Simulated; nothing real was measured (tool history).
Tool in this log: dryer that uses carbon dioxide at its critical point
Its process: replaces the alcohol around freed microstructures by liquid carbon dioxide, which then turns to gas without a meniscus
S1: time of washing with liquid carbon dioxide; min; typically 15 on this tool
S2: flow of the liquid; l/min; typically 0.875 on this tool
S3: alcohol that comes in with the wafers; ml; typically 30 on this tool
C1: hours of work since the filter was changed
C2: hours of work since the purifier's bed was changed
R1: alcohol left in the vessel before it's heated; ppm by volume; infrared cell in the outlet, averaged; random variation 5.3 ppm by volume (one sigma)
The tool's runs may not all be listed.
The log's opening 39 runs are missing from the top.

run,hour,S1,S2,S3,C1,C2,R1
40,664.4,18,0.789,97,60,1149,344
41,682.7,15,0.789,117,74,1162,867
42,703,10,1.252,77,88,1177,487
43,723.6,10,1.252,77,103,1192,499
44,740.7,18,0.714,116,115,1204,637
45,763.7,22,0.701,20,131,1220,101
46,784.8,21,1.102,39,147,1235,71
47,801,21,1.102,39,158,1247,59

What if the next run were any one of these 4? Each begins from the tool's condition after run 47:
A,813.2,13,1.102,88,167,1256,?
B,813.2,20,1.102,39,167,1256,?
C,813.2,11,1.102,66,167,1256,?
D,813.2,14,1.102,39,167,1256,?

run,R1
A,352
B,81
C,520
D,145
Without the tool's unlogged condition, the same runs would have read:
run,R1
A,225
B,21
C,368
D,68

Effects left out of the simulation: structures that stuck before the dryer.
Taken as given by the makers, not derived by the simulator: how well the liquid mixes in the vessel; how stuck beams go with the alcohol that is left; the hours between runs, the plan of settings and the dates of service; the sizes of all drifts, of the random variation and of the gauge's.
